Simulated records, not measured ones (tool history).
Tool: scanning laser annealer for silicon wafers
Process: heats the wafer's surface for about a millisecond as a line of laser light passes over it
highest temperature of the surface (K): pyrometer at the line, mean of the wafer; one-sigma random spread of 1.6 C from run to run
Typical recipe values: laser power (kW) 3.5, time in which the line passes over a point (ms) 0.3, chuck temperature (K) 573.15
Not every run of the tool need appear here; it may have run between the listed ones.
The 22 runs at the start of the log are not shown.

| run | hour | laser power (kW) | time in which the line passes over a point (ms) | chuck temperature (K) | hours of work since the window was cleaned | hours of work since the power meter was calibrated | hours of work since the optics were aligned | highest temperature of the surface (K) |
|---|---|---|---|---|---|---|---|---|
|  | 291.2 | laser's power meter calibrated |
| 23 | 305.4 | 3.633 | 0.246 | 594.15 | 602 | 6 | 1127 | 1297.15 |
| 24 | 322.1 | 3.633 | 0.246 | 594.15 | 610 | 14 | 1135 | 1299.15 |
| 25 | 332.2 | 3.633 | 0.246 | 594.15 | 614 | 18 | 1139 | 1298.15 |
| 26 | 347.6 | 3.084 | 0.3 | 534.15 | 621 | 25 | 1146 | 1214.15 |
| 27 | 356.1 | 3.012 | 0.306 | 598.15 | 625 | 29 | 1150 | 1274.15 |
| 28 | 368.8 | 3.5 | 0.296 | 583.15 | 631 | 35 | 1156 | 1340.15 |
| 29 | 385 | 3.5 | 0.296 | 583.15 | 638 | 42 | 1163 | 1342.15 |
| 30 | 403.2 | 3.128 | 0.3 | 584.15 | 646 | 50 | 1171 | 1275.15 |
|  | 412.2 | laser's power meter calibrated, once more |
| 31 | 421.9 | 3.128 | 0.3 | 584.15 | 653 | 4 | 1178 | 1264.15 |
| 32 | 435 | 3.5 | 0.231 | 573.15 | 659 | 10 | 1184 | 1220.15 |
|  | 447.7 | window over the wafer cleaned |
| 33 | 454.3 | 3.269 | 0.287 | 606.15 | 3 | 18 | 1192 | 1328.15 |
| 34 | 466 | 3.269 | 0.287 | 606.15 | 8 | 23 | 1197 | 1330.15 |
| 35 | 482.2 | 3.494 | 0.308 | 606.15 | 15 | 30 | 1204 | 1408.15 |
| 36 | 500.6 | 3.5 | 0.3 | 593.15 | 24 | 39 | 1212 | 1382.15 |
| 37 | 511.8 | 3.5 | 0.3 | 593.15 | 29 | 44 | 1217 | 1381.15 |
| 38 | 527.8 | 3.478 | 0.272 | 595.15 | 36 | 51 | 1225 | 1335.15 |
| 39 | 545.2 | 3.478 | 0.369 | 563.15 | 44 | 59 | 1232 | 1451.15 |
| 40 | 562.6 | 3.097 | 0.212 | 563.15 | 51 | 66 | 1240 | 1136.15 |

Alternative continuations, all from the tool just after run 40; predict every row:
| A | 570.8 | 3.285 | 0.319 | 550.15 | 55 | 70 | 1244 | ? |
| B | 570.8 | 3.273 | 0.3 | 600.15 | 55 | 70 | 1244 | ? |
| C | 570.8 | 3.078 | 0.245 | 573.15 | 55 | 70 | 1244 | ? |

| run | highest temperature of the surface (K) |
|---|---|
| A | 1322.15 |
| B | 1342.15 |
| C | 1192.15 |
The same runs, with their run-to-run variation unchanged, on a tool lacking any hidden condition would have given:
| run | highest temperature of the surface (K) |
|---|---|
| A | 1332.15 |
| B | 1350.15 |
| C | 1199.15 |
